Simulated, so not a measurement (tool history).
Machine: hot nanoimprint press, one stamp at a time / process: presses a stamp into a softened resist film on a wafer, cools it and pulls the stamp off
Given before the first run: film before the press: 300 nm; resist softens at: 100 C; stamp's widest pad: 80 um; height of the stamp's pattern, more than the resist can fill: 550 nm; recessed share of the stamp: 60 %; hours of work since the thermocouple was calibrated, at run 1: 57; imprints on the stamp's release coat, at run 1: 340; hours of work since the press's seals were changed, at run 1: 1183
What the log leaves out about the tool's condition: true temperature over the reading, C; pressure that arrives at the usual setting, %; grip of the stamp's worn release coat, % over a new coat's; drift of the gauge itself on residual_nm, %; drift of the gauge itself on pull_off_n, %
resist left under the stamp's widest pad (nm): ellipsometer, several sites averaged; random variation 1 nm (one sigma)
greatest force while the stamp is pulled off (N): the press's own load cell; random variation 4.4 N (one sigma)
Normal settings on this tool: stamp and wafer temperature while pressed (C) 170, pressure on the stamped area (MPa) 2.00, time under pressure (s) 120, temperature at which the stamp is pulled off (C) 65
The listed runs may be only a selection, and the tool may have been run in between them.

| run | hour | stamp and wafer temperature while pressed (C) | pressure on the stamped area (MPa) | time under pressure (s) | temperature at which the stamp is pulled off (C) | hours of work since the thermocouple was calibrated | imprints on the stamp's release coat | hours of work since the press's seals were changed | resist left under the stamp's widest pad (nm) | greatest force while the stamp is pulled off (N) |
|---|---|---|---|---|---|---|---|---|---|---|
| 1 | 0.0 | 170 | 2.00 | 120 | 65 | 57 | 340 | 1183 | 149.3 | 226 |
|  | 46.1 | press's hydraulic seals changed and the load cell set to zero |
| 2 | 46.1 | 170 | 2.00 | 120 | 65 | 85 | 506 | 0 | 148.4 | 214 |
| 3 | 91.8 | 170 | 2.00 | 120 | 65 | 118 | 706 | 33 | 150.1 | 214 |
| 4 | 123.2 | 170 | 2.00 | 120 | 65 | 141 | 843 | 56 | 151.0 | 221 |
| 5 | 171.9 | 170 | 2.00 | 120 | 65 | 177 | 1056 | 92 | 149.8 | 218 |
|  | 219.8 | stamp cleaned and given a new release coat |
| 6 | 225.5 | 170 | 2.00 | 120 | 65 | 212 | 25 | 127 | 148.7 | 218 |
| 7 | 278.5 | 170 | 2.00 | 120 | 65 | 251 | 256 | 166 | 149.7 | 221 |
| 8 | 303.9 | 170 | 2.00 | 120 | 65 | 269 | 368 | 184 | 149.7 | 220 |
| 9 | 330.3 | 170 | 2.00 | 120 | 65 | 288 | 483 | 204 | 150.7 | 209 |
| 10 | 363.6 | 170 | 2.00 | 120 | 65 | 313 | 628 | 228 | 149.8 | 217 |
| 11 | 420.3 | 170 | 2.00 | 120 | 65 | 354 | 876 | 270 | 150.2 | 216 |
| 12 | 480.1 | 170 | 2.00 | 141 | 65 | 398 | 1137 | 313 | 142.1 | 217 |
|  | 507.4 | stamp cleaned and given a new release coat |
| 13 | 510.5 | 170 | 2.00 | 141 | 65 | 416 | 14 | 331 | 141.1 | 211 |
| 14 | 547.6 | 170 | 2.00 | 141 | 65 | 443 | 176 | 358 | 140.9 | 212 |
| 15 | 581.5 | 170 | 2.00 | 141 | 65 | 468 | 324 | 383 | 141.7 | 218 |
| 16 | 641.6 | 170 | 2.00 | 141 | 65 | 512 | 587 | 427 | 142.5 | 212 |
| 17 | 686.7 | 170 | 2.00 | 141 | 65 | 545 | 784 | 460 | 141.9 | 222 |
|  | 721.0 | plate thermocouple calibrated |
| 18 | 731.6 | 174 | 3.14 | 151 | 72 | 8 | 967 | 491 | 95.9 | 207 |
| 19 | 758.7 | 174 | 3.14 | 151 | 72 | 28 | 1085 | 511 | 94.0 | 209 |
|  | 797.8 | stamp cleaned and given a new release coat |
| 20 | 811.9 | 174 | 3.14 | 151 | 72 | 62 | 61 | 545 | 94.8 | 195 |
| 21 | 855.3 | 174 | 3.14 | 151 | 72 | 94 | 251 | 577 | 97.1 | 200 |
| 22 | 896.6 | 181 | 2.21 | 178 | 67 | 124 | 432 | 607 | 89.6 | 217 |
| 23 | 925.3 | 170 | 2.00 | 210 | 65 | 145 | 557 | 628 | 125.0 | 212 |
| 24 | 950.3 | 161 | 1.29 | 65 | 54 | 164 | 666 | 647 | 250.3 | 238 |
| 25 | 979.4 | 161 | 1.29 | 65 | 54 | 185 | 793 | 668 | 250.9 | 231 |
| 26 | 1034.9 | 161 | 1.29 | 65 | 54 | 225 | 1036 | 709 | 250.2 | 233 |

Estimate the outcome of run 27 from the log above:
| 27 | 1064.3 | 172 | 2.10 | 196 | 68 | 247 | 1164 | 730 | ? | ? |

Run 27 yielded resist left under the stamp's widest pad (nm) 115.7, greatest force while the stamp is pulled off (N) 213.
With the hidden condition absent and the run-to-run variation left alone, this run would have shown resist left under the stamp's widest pad (nm) 115.6, greatest force while the stamp is pulled off (N) 212.
